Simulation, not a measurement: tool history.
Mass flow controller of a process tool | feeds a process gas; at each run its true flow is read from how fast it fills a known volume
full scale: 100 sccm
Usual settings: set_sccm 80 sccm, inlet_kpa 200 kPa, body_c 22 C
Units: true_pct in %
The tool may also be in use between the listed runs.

| run | hour | set_sccm | inlet_kpa | body_c | true_pct |
|---|---|---|---|---|---|
| 1 | 0.0 | 80 | 200 | 22 | 100.24 |
| 2 | 102.6 | 80 | 200 | 22 | 100.31 |
| 3 | 189.5 | 29 | 200 | 22 | 99.86 |
| 4 | 248.9 | 29 | 200 | 22 | 99.84 |
| 5 | 308.3 | 29 | 200 | 22 | 99.77 |
| 6 | 405.8 | 29 | 200 | 22 | 99.94 |
| 7 | 480.4 | 29 | 200 | 22 | 99.78 |
| 8 | 531.6 | 80 | 200 | 33 | 99.52 |
| 9 | 630.2 | 20 | 200 | 22 | 99.70 |
| 10 | 679.4 | 80 | 200 | 22 | 100.15 |
| 11 | 762.1 | 80 | 146 | 22 | 99.73 |
| 12 | 824.2 | 80 | 200 | 22 | 100.26 |
| 13 | 867.0 | 80 | 200 | 22 | 100.24 |
| 14 | 946.7 | 80 | 200 | 22 | 100.25 |
| 15 | 1007.0 | 82 | 200 | 22 | 100.10 |
| 16 | 1107.8 | 82 | 200 | 22 | 100.24 |
| 17 | 1166.2 | 82 | 200 | 22 | 100.09 |
| 18 | 1232.3 | 82 | 200 | 22 | 100.18 |
| 19 | 1317.9 | 82 | 200 | 22 | 100.14 |
| 20 | 1393.6 | 80 | 200 | 22 | 100.23 |
| 21 | 1461.9 | 80 | 200 | 22 | 100.15 |
| 22 | 1562.8 | 80 | 220 | 22 | 100.39 |
| 23 | 1664.5 | 80 | 200 | 38 | 99.36 |
| 24 | 1763.3 | 80 | 200 | 22 | 100.21 |
|  | 1769.5 | controller's zero set anew |
| 25 | 1834.9 | 80 | 200 | 22 | 100.16 |
| 26 | 1890.1 | 70 | 186 | 21 | 100.09 |
| 27 | 1991.6 | 49 | 213 | 25 | 99.86 |
| 28 | 2047.3 | 33 | 213 | 24 | 99.96 |

Forecast run 29:
| 29 | 2102.1 | 45 | 147 | 24 | ? |

Run 29 gave true_pct 99.56 %.
Without the tool's hidden state the same run would have given true_pct 99.61 %.
